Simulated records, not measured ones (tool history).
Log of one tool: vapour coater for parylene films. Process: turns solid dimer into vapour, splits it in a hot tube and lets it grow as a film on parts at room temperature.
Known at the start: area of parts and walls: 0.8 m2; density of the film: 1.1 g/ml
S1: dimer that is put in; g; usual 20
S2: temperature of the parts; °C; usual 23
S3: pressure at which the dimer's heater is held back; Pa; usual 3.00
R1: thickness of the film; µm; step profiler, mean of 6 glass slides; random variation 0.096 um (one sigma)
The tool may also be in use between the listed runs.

run	day	S1	S2	S3	R1
1	0.000	20	23	3.00	11.09
2	0.958	20	23	3.00	11.12
3	1.400	20	18	3.00	12.03
4	1.879	20	23	3.00	11.20
5	2.625	20	23	3.00	10.93
6	3.304	20	23	3.00	10.95
7	3.896	20	23	3.00	11.04
8	4.550	20	23	3.00	10.92
9	5.062	20	23	3.00	11.10
10	5.771	20	23	3.00	11.11
11	6.488	20	23	3.00	10.97
12	7.021	20	17	3.00	12.15
# day 7.146: table's thermometer calibrated
13	7.717	20	17	3.00	11.93
14	8.629	20	23	3.88	10.80
# day 9.012: trap's valve overhauled
15	9.650	20	21	3.88	11.61
16	10.479	11	23	3.00	6.41
# day 10.738: table's thermometer calibrated, once more
17	11.338	11	23	3.00	6.39
18	11.883	16	23	10.25	8.52
19	12.583	16	23	10.25	8.50
20	13.212	16	23	2.50	9.35
21	13.858	16	23	2.50	9.45
22	14.804	16	15	6.39	10.03
23	15.250	13	23	3.00	7.56
24	15.754	30	23	10.54	15.63
25	16.646	20	35	3.00	9.41
26	17.146	10	25	3.00	5.53
27	17.650	27	25	2.90	15.03
28	18.079	27	25	2.90	15.18

Forecast each of these 3 alternatives for the next run:
A	18.688	27	22	4.68	?
B	18.688	27	27	2.90	?
C	18.688	20	30	6.23	?

run	R1
A	15.16
B	14.42
C	9.72
Without the tool's hidden state the same runs would have given:
run	R1
A	15.45
B	14.70
C	9.91
